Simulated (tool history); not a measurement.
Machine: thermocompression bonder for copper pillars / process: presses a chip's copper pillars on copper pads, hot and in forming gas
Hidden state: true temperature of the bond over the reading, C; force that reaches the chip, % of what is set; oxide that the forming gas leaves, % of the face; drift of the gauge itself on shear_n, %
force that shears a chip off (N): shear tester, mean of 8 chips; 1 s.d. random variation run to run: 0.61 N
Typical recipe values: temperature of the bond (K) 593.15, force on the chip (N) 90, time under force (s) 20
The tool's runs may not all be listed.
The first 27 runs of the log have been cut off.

run,day,temperature of the bond (K),force on the chip (N),time under force (s),hours of work since the heater was calibrated,hours of work since the force cell was calibrated,hours of work since the gas filter was changed,force that shears a chip off (N)
28,36.367,593.15,90,16,48,699,117,87.8
29,37.879,593.15,80,20,72,723,141,86.0
30,39.704,593.15,93,14,102,753,171,83.3
31,40.888,564.15,103,22,121,772,190,75.5
32,41.683,593.15,90,52,133,784,203,105.5
33,43.525,593.15,90,52,163,814,232,104.2
34,44.900,593.15,90,52,185,836,254,105.1
35,46.567,613.15,56,16,212,863,281,76.3
# day 47.171: forming gas filter changed
36,47.508,613.15,56,16,226,877,5,84.6
37,48.796,579.15,119,57,247,898,26,114.9
38,50.671,593.15,61,20,277,928,56,76.2

Consider 3 possible next runs. They are alternatives, not a sequence: every one starts from the tool as it was left by run 38. What does each give?
A,52.325,597.15,71,20,304,955,83,?
B,52.325,593.15,131,20,304,955,83,?
C,52.325,582.15,61,20,304,955,83,?

run,force that shears a chip off (N)
A,85.0
B,105.0
C,68.1
With the hidden condition removed and each run's random variation left untouched, the same runs would have given:
run,force that shears a chip off (N)
A,87.5
B,108.3
C,70.2
